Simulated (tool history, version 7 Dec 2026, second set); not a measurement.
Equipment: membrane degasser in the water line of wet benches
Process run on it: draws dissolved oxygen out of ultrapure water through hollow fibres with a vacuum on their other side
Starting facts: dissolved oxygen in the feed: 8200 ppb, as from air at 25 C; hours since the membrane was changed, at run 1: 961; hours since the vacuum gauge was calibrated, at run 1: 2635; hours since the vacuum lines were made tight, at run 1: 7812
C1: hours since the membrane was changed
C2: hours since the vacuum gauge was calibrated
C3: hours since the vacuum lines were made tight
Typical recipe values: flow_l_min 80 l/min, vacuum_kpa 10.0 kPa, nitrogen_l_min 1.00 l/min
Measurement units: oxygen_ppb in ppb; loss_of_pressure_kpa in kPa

Run 1, hour 0.0: usual settings; C1 961; C2 2635; C3 7812. Result: oxygen_ppb 904.1 ppb, loss_of_pressure_kpa 64.96 kPa.
Run 2, hour 69.7: usual settings; C1 1030; C2 2704; C3 7881. Result: oxygen_ppb 895.8 ppb, loss_of_pressure_kpa 64.74 kPa.
Run 3, hour 118.7: usual settings but vacuum_kpa 22.4 kPa; C1 1079; C2 2753; C3 7930. Result: oxygen_ppb 2162.4 ppb, loss_of_pressure_kpa 65.04 kPa.
Run 4, hour 203.8: usual settings but vacuum_kpa 22.4 kPa; C1 1164; C2 2838; C3 8016. Result: oxygen_ppb 2135.8 ppb, loss_of_pressure_kpa 65.21 kPa.
Run 5, hour 267.9: usual settings but vacuum_kpa 22.4 kPa; C1 1229; C2 2903; C3 8080. Result: oxygen_ppb 2120.7 ppb, loss_of_pressure_kpa 64.76 kPa.
Run 6, hour 315.3: usual settings but vacuum_kpa 22.4 kPa; C1 1276; C2 2950; C3 8127. Result: oxygen_ppb 2126.7 ppb, loss_of_pressure_kpa 64.91 kPa.
Run 7, hour 394.2: usual settings but vacuum_kpa 22.4 kPa; C1 1355; C2 3029; C3 8206. Result: oxygen_ppb 2150.4 ppb, loss_of_pressure_kpa 64.93 kPa.
Run 8, hour 455.6: usual settings but nitrogen_l_min 0.69 l/min; C1 1416; C2 3090; C3 8267. Result: oxygen_ppb 1102.0 ppb, loss_of_pressure_kpa 65.33 kPa.
Run 9, hour 542.3: usual settings but nitrogen_l_min 0.69 l/min; C1 1503; C2 3177; C3 8354. Result: oxygen_ppb 1105.6 ppb, loss_of_pressure_kpa 65.30 kPa.
Run 10, hour 631.7: usual settings but nitrogen_l_min 0.69 l/min; C1 1592; C2 3266; C3 8443. Result: oxygen_ppb 1102.9 ppb, loss_of_pressure_kpa 64.80 kPa.
Run 11, hour 673.4: usual settings but nitrogen_l_min 0.69 l/min; C1 1634; C2 3308; C3 8485. Result: oxygen_ppb 1109.0 ppb, loss_of_pressure_kpa 64.83 kPa.
Run 12, hour 760.9: usual settings but nitrogen_l_min 0.69 l/min; C1 1721; C2 3395; C3 8573. Result: oxygen_ppb 1098.6 ppb, loss_of_pressure_kpa 65.20 kPa.
Run 13, hour 809.1: usual settings; C1 1770; C2 3444; C3 8621. Result: oxygen_ppb 889.4 ppb, loss_of_pressure_kpa 65.07 kPa.
Run 14, hour 883.2: usual settings but nitrogen_l_min 1.14 l/min; C1 1844; C2 3518; C3 8695. Result: oxygen_ppb 824.9 ppb, loss_of_pressure_kpa 65.27 kPa.
Run 15, hour 947.5: usual settings but vacuum_kpa 17.3 kPa, nitrogen_l_min 1.14 l/min; C1 1908; C2 3582; C3 8759. Result: oxygen_ppb 1542.6 ppb, loss_of_pressure_kpa 65.65 kPa.
Run 16, hour 1042.5: usual settings but vacuum_kpa 24.3 kPa; C1 2003; C2 3677; C3 8854. Result: oxygen_ppb 2277.9 ppb, loss_of_pressure_kpa 65.19 kPa.
Run 17, hour 1089.0: usual settings but nitrogen_l_min 1.27 l/min; C1 2050; C2 3724; C3 8901. Result: oxygen_ppb 776.7 ppb, loss_of_pressure_kpa 65.48 kPa.
At hour 1096.0: vacuum gauge calibrated.
Run 18, hour 1132.0: usual settings but flow_l_min 73 l/min, vacuum_kpa 15.9 kPa, nitrogen_l_min 2.21 l/min; C1 2092; C2 36; C3 8943. Result: oxygen_ppb 844.4 ppb, loss_of_pressure_kpa 59.59 kPa.
Run 19, hour 1181.6: usual settings but flow_l_min 73 l/min, vacuum_kpa 15.9 kPa, nitrogen_l_min 2.21 l/min; C1 2142; C2 86; C3 8993. Result: oxygen_ppb 840.6 ppb, loss_of_pressure_kpa 59.70 kPa.
Run 20, hour 1267.9: usual settings but flow_l_min 89 l/min, vacuum_kpa 15.9 kPa, nitrogen_l_min 0.41 l/min; C1 2228; C2 172; C3 9079. Result: oxygen_ppb 2518.9 ppb, loss_of_pressure_kpa 72.82 kPa.

Estimate the outcome of run 21 from the log above:
Run 21, hour 1336.1: usual settings but flow_l_min 89 l/min, vacuum_kpa 15.9 kPa, nitrogen_l_min 0.41 l/min; C1 2296; C2 240; C3 9147. Result: oxygen_ppb ?, loss_of_pressure_kpa ?.

oxygen_ppb: 2539.2 ppb
loss_of_pressure_kpa: 72.99 kPa
The same run, on a tool lacking any hidden state, would have yielded oxygen_ppb 2535.3 ppb, loss_of_pressure_kpa 71.90 kPa.

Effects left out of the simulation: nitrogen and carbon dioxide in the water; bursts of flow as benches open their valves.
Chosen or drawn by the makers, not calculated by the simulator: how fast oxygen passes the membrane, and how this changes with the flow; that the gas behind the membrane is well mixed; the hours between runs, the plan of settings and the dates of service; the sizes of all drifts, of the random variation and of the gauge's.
